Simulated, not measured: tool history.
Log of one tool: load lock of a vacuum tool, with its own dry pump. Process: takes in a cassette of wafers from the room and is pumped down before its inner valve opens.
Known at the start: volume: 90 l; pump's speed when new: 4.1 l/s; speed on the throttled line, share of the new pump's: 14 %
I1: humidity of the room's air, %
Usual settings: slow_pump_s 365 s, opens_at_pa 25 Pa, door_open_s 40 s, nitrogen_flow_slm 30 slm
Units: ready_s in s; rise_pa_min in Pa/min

run 1 hour=0.0 | slow_pump_s=365 opens_at_pa=25 door_open_s=40 nitrogen_flow_slm=30 | I1=46.3 | ready_s=502.2 rise_pa_min=0.074
run 2 hour=87.4 | slow_pump_s=365 opens_at_pa=25 door_open_s=40 nitrogen_flow_slm=30 | I1=47.1 | ready_s=499.9 rise_pa_min=0.079
run 3 hour=175.9 | slow_pump_s=365 opens_at_pa=25 door_open_s=40 nitrogen_flow_slm=30 | I1=42.2 | ready_s=500.3 rise_pa_min=0.073
run 4 hour=296.8 | slow_pump_s=365 opens_at_pa=25 door_open_s=59 nitrogen_flow_slm=30 | I1=47.4 | ready_s=501.4 rise_pa_min=0.081
run 5 hour=386.8 | slow_pump_s=365 opens_at_pa=25 door_open_s=87 nitrogen_flow_slm=30 | I1=46.2 | ready_s=501.9 rise_pa_min=0.089
run 6 hour=470.5 | slow_pump_s=365 opens_at_pa=25 door_open_s=87 nitrogen_flow_slm=30 | I1=47.1 | ready_s=500.7 rise_pa_min=0.095
run 7 hour=551.8 | slow_pump_s=365 opens_at_pa=25 door_open_s=87 nitrogen_flow_slm=30 | I1=42.0 | ready_s=502.0 rise_pa_min=0.094
run 8 hour=660.7 | slow_pump_s=365 opens_at_pa=25 door_open_s=40 nitrogen_flow_slm=30 | I1=43.3 | ready_s=501.6 rise_pa_min=0.082
run 9 hour=732.3 | slow_pump_s=529 opens_at_pa=25 door_open_s=40 nitrogen_flow_slm=30 | I1=43.2 | ready_s=639.7 rise_pa_min=0.083
run 10 hour=835.8 | slow_pump_s=529 opens_at_pa=25 door_open_s=40 nitrogen_flow_slm=30 | I1=49.4 | ready_s=644.2 rise_pa_min=0.095
run 11 hour=961.3 | slow_pump_s=365 opens_at_pa=25 door_open_s=144 nitrogen_flow_slm=30 | I1=46.1 | ready_s=503.2 rise_pa_min=0.121
run 12 hour=1043.2 | slow_pump_s=365 opens_at_pa=25 door_open_s=144 nitrogen_flow_slm=30 | I1=44.3 | ready_s=503.6 rise_pa_min=0.119
run 13 hour=1164.6 | slow_pump_s=365 opens_at_pa=25 door_open_s=92 nitrogen_flow_slm=30 | I1=41.9 | ready_s=503.1 rise_pa_min=0.107
run 14 hour=1283.1 | slow_pump_s=365 opens_at_pa=25 door_open_s=92 nitrogen_flow_slm=30 | I1=44.5 | ready_s=505.7 rise_pa_min=0.112
run 15 hour=1364.8 | slow_pump_s=365 opens_at_pa=45 door_open_s=40 nitrogen_flow_slm=30 | I1=45.9 | ready_s=490.0 rise_pa_min=0.106
run 16 hour=1466.1 | slow_pump_s=365 opens_at_pa=45 door_open_s=40 nitrogen_flow_slm=30 | I1=43.4 | ready_s=488.2 rise_pa_min=0.106
run 17 hour=1526.8 | slow_pump_s=365 opens_at_pa=25 door_open_s=40 nitrogen_flow_slm=30 | I1=42.6 | ready_s=505.6 rise_pa_min=0.107
run 18 hour=1582.1 | slow_pump_s=365 opens_at_pa=40 door_open_s=40 nitrogen_flow_slm=30 | I1=46.3 | ready_s=492.7 rise_pa_min=0.107
run 19 hour=1650.8 | slow_pump_s=193 opens_at_pa=25 door_open_s=40 nitrogen_flow_slm=30 | I1=47.3 | ready_s=358.2 rise_pa_min=0.111
run 20 hour=1711.0 | slow_pump_s=365 opens_at_pa=45 door_open_s=40 nitrogen_flow_slm=11 | I1=47.8 | ready_s=489.1 rise_pa_min=0.120
run 21 hour=1773.7 | slow_pump_s=616 opens_at_pa=45 door_open_s=73 nitrogen_flow_slm=11 | I1=44.9 | ready_s=704.1 rise_pa_min=0.139
run 22 hour=1850.5 | slow_pump_s=195 opens_at_pa=25 door_open_s=66 nitrogen_flow_slm=11 | I1=43.7 | ready_s=361.0 rise_pa_min=0.128
run 23 hour=1906.3 | slow_pump_s=195 opens_at_pa=25 door_open_s=66 nitrogen_flow_slm=11 | I1=42.6 | ready_s=362.4 rise_pa_min=0.132
run 24 hour=1972.9 | slow_pump_s=271 opens_at_pa=24 door_open_s=238 nitrogen_flow_slm=11 | I1=43.0 | ready_s=425.8 rise_pa_min=0.180
run 25 hour=2046.0 | slow_pump_s=625 opens_at_pa=25 door_open_s=28 nitrogen_flow_slm=26 | I1=46.4 | ready_s=726.7 rise_pa_min=0.114
run 26 hour=2102.1 | slow_pump_s=365 opens_at_pa=25 door_open_s=40 nitrogen_flow_slm=17 | I1=43.7 | ready_s=506.5 rise_pa_min=0.117
run 27 hour=2158.1 | slow_pump_s=365 opens_at_pa=36 door_open_s=166 nitrogen_flow_slm=5 | I1=47.6 | ready_s=497.7 rise_pa_min=0.185
run 28 hour=2228.2 | slow_pump_s=365 opens_at_pa=36 door_open_s=166 nitrogen_flow_slm=5 | I1=41.8 | ready_s=497.4 rise_pa_min=0.179
run 29 hour=2346.5 | slow_pump_s=365 opens_at_pa=45 door_open_s=36 nitrogen_flow_slm=30 | I1=42.3 | ready_s=493.8 rise_pa_min=0.125
run 30 hour=2421.4 | slow_pump_s=365 opens_at_pa=45 door_open_s=36 nitrogen_flow_slm=30 | I1=43.9 | ready_s=494.3 rise_pa_min=0.129
run 31 hour=2512.5 | slow_pump_s=365 opens_at_pa=45 door_open_s=36 nitrogen_flow_slm=30 | I1=43.1 | ready_s=494.3 rise_pa_min=0.127
run 32 hour=2600.5 | slow_pump_s=365 opens_at_pa=49 door_open_s=51 nitrogen_flow_slm=23 | I1=42.5 | ready_s=491.6 rise_pa_min=0.147
run 33 hour=2717.5 | slow_pump_s=529 opens_at_pa=30 door_open_s=156 nitrogen_flow_slm=26 | I1=47.0 | ready_s=641.8 rise_pa_min=0.168
run 34 hour=2789.8 | slow_pump_s=365 opens_at_pa=27 door_open_s=182 nitrogen_flow_slm=12 | I1=46.1 | ready_s=507.0 rise_pa_min=0.197
run 35 hour=2871.4 | slow_pump_s=216 opens_at_pa=33 door_open_s=33 nitrogen_flow_slm=6 | I1=45.1 | ready_s=375.1 rise_pa_min=0.149
run 36 hour=2995.6 | slow_pump_s=216 opens_at_pa=33 door_open_s=33 nitrogen_flow_slm=6 | I1=44.9 | ready_s=376.0 rise_pa_min=0.156
run 37 hour=3089.2 | slow_pump_s=510 opens_at_pa=49 door_open_s=40 nitrogen_flow_slm=16 | I1=43.2 | ready_s=614.1 rise_pa_min=0.154

3 ways to go on from here, each from the tool as it stands after run 37. What would each give?
run A hour=3144.8 | slow_pump_s=365 opens_at_pa=22 door_open_s=40 nitrogen_flow_slm=30 | I1=42.8 | ready_s=? rise_pa_min=?
run B hour=3144.8 | slow_pump_s=465 opens_at_pa=41 door_open_s=40 nitrogen_flow_slm=30 | I1=44.8 | ready_s=? rise_pa_min=?
run C hour=3144.8 | slow_pump_s=510 opens_at_pa=49 door_open_s=40 nitrogen_flow_slm=27 | I1=45.3 | ready_s=? rise_pa_min=?

run=A ready_s=512.2 rise_pa_min=0.145
run=B ready_s=581.5 rise_pa_min=0.149
run=C ready_s=616.1 rise_pa_min=0.150
Without the tool's hidden state the same runs would have given:
run=A ready_s=498.6 rise_pa_min=0.020
run=B ready_s=571.1 rise_pa_min=0.023
run=C ready_s=606.7 rise_pa_min=0.024
